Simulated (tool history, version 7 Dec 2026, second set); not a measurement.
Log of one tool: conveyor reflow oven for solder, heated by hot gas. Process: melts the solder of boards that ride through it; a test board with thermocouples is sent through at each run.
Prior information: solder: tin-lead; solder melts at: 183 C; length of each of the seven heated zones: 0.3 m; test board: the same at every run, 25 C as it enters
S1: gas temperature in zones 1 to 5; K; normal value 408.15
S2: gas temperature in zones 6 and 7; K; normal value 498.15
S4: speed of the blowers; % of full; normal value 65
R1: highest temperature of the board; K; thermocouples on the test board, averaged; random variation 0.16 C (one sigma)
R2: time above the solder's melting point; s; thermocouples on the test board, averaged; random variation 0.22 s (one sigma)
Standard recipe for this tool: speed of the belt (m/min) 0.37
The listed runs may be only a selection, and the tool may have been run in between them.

run 1 day=0 | S1=408.15 S2=498.15 speed_of_the_belt_(m/min)=0.37 S4=65 | R1=480.35 R2=61.2
-- day=1.596 flux residue cleaned out of gas plates and filters
run 2 day=1.6 | S1=408.15 S2=498.15 speed_of_the_belt_(m/min)=0.37 S4=65 | R1=481.95 R2=64.2
run 3 day=2.996 | S1=408.15 S2=498.15 speed_of_the_belt_(m/min)=0.37 S4=51 | R1=478.15 R2=57.6
-- day=3.142 thermocouples of zones 6 and 7 changed
run 4 day=4.371 | S1=408.15 S2=498.15 speed_of_the_belt_(m/min)=0.335 S4=65 | R1=485.05 R2=76.7
run 5 day=5.562 | S1=408.15 S2=498.15 speed_of_the_belt_(m/min)=0.37 S4=86 | R1=485.95 R2=69.9
run 6 day=6.196 | S1=408.15 S2=498.15 speed_of_the_belt_(m/min)=0.37 S4=86 | R1=485.35 R2=69.8
run 7 day=6.917 | S1=402.15 S2=498.15 speed_of_the_belt_(m/min)=0.37 S4=65 | R1=480.75 R2=60
run 8 day=7.825 | S1=402.15 S2=498.15 speed_of_the_belt_(m/min)=0.37 S4=65 | R1=480.85 R2=59.3
run 9 day=8.675 | S1=402.15 S2=498.15 speed_of_the_belt_(m/min)=0.37 S4=65 | R1=480.45 R2=59
run 10 day=9.858 | S1=402.15 S2=498.15 speed_of_the_belt_(m/min)=0.37 S4=65 | R1=480.25 R2=58.5
run 11 day=11.038 | S1=402.15 S2=498.15 speed_of_the_belt_(m/min)=0.37 S4=65 | R1=479.95 R2=58.9
run 12 day=11.725 | S1=402.15 S2=498.15 speed_of_the_belt_(m/min)=0.37 S4=65 | R1=479.85 R2=58.4
run 13 day=12.429 | S1=408.15 S2=498.15 speed_of_the_belt_(m/min)=0.336 S4=65 | R1=483.25 R2=73.8
run 14 day=13.183 | S1=408.15 S2=498.15 speed_of_the_belt_(m/min)=0.336 S4=65 | R1=483.45 R2=73.8
-- day=13.812 flux residue cleaned out of gas plates and filters
run 15 day=14.504 | S1=408.15 S2=498.15 speed_of_the_belt_(m/min)=0.37 S4=65 | R1=482.55 R2=65.1
run 16 day=15.371 | S1=408.15 S2=498.15 speed_of_the_belt_(m/min)=0.37 S4=65 | R1=482.45 R2=65.5
run 17 day=16.458 | S1=408.15 S2=498.15 speed_of_the_belt_(m/min)=0.37 S4=65 | R1=482.45 R2=65
run 18 day=17.433 | S1=408.15 S2=498.15 speed_of_the_belt_(m/min)=0.37 S4=65 | R1=481.95 R2=64.7
run 19 day=18.254 | S1=404.15 S2=489.15 speed_of_the_belt_(m/min)=0.412 S4=61 | R1=469.25 R2=35.9
run 20 day=19.488 | S1=406.15 S2=498.15 speed_of_the_belt_(m/min)=0.37 S4=78 | R1=483.85 R2=67.1
run 21 day=20.533 | S1=406.15 S2=510.15 speed_of_the_belt_(m/min)=0.436 S4=65 | R1=485.55 R2=55.7
run 22 day=21.379 | S1=406.15 S2=510.15 speed_of_the_belt_(m/min)=0.427 S4=83 | R1=489.95 R2=62.6

Run 23 comes next. What will it give?
run 23 day=22.446 | S1=406.15 S2=510.15 speed_of_the_belt_(m/min)=0.427 S4=83 | R1=? R2=?

Run 23 produced R1 489.85 K, R2 62.3 s.
With no hidden state in the tool, this same run would have given R1 491.15 K, R2 61.3 s.

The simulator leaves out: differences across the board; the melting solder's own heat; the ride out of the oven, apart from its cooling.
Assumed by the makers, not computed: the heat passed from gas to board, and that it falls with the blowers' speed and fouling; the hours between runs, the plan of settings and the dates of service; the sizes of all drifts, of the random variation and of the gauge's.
